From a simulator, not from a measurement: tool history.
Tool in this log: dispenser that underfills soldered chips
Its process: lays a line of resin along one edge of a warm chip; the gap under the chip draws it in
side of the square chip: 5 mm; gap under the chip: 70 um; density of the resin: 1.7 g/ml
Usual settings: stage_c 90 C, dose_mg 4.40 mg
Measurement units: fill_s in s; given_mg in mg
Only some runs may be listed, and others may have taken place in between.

run,hour,stage_c,dose_mg,fill_s,given_mg
1,0.0,90,4.40,20.6,4.29
2,6.6,90,4.40,29.0,4.29
# hour 11.5: new syringe of resin
3,12.1,90,4.40,19.1,4.27
4,17.4,90,4.40,26.5,4.32
5,23.2,79,4.40,51.7,4.28
# hour 24.2: new syringe of resin
6,30.7,90,5.20,26.3,5.06
# hour 37.2: new syringe of resin
7,39.4,90,5.20,21.0,5.08
8,46.1,75,4.40,52.4,4.31
# hour 49.6: new syringe of resin
9,55.9,75,4.40,46.1,4.28
# hour 62.0: new syringe of resin
10,63.5,75,4.40,36.7,4.27
11,68.2,75,4.40,44.9,4.27
# hour 74.5: new syringe of resin
12,78.2,75,4.55,38.8,4.36
# hour 87.1: new syringe of resin
13,87.2,96,4.40,15.5,4.22
14,93.9,96,4.40,22.4,4.22
# hour 99.9: new syringe of resin
# hour 100.9: dispensing valve cleaned and set on the balance
15,102.2,96,4.40,17.2,4.40
16,108.8,96,4.40,24.5,4.37
# hour 113.9: new syringe of resin
17,117.9,96,4.40,19.5,4.41
18,124.3,88,4.40,35.2,4.36
# hour 126.4: new syringe of resin
19,131.6,83,4.58,31.4,4.52
20,138.0,83,4.80,42.6,4.74
# hour 138.8: new syringe of resin
21,147.9,78,4.19,46.5,4.17
# hour 151.3: new syringe of resin
22,158.0,78,4.19,40.7,4.12
# hour 164.1: new syringe of resin
23,166.5,78,4.19,32.9,4.13
24,171.1,92,3.92,25.3,3.82
# hour 176.6: new syringe of resin
25,179.1,92,3.92,21.2,3.85
26,187.3,85,3.80,40.6,3.75
# hour 189.0: new syringe of resin
27,195.9,98,5.45,19.6,5.36
# hour 201.5: new syringe of resin
28,202.2,101,4.64,12.9,4.52
29,208.9,95,4.38,23.5,4.30
# hour 214.0: new syringe of resin
30,214.0,90,5.14,19.0,5.00
31,222.8,92,5.47,27.2,5.34
# hour 226.4: new syringe of resin
32,228.8,92,5.47,19.7,5.28
33,233.3,92,5.47,25.4,5.28
# hour 239.3: new syringe of resin
34,240.9,99,5.44,14.5,5.23
35,249.2,99,5.44,22.7,5.25
# hour 251.8: new syringe of resin
36,254.3,99,5.44,16.1,5.26

Here are 3 independent what-if runs from the current tool condition. What would each one return?
A,262.3,103,3.99,?,?
B,262.3,90,5.48,?,?
C,262.3,87,4.98,?,?

run,fill_s,given_mg
A,21.5,3.88
B,31.7,5.26
C,34.7,4.81
Take away the tool's hidden state, keep each run's random variation, and the runs would have read:
run,fill_s,given_mg
A,13.0,4.02
B,19.4,5.46
C,21.3,5.00

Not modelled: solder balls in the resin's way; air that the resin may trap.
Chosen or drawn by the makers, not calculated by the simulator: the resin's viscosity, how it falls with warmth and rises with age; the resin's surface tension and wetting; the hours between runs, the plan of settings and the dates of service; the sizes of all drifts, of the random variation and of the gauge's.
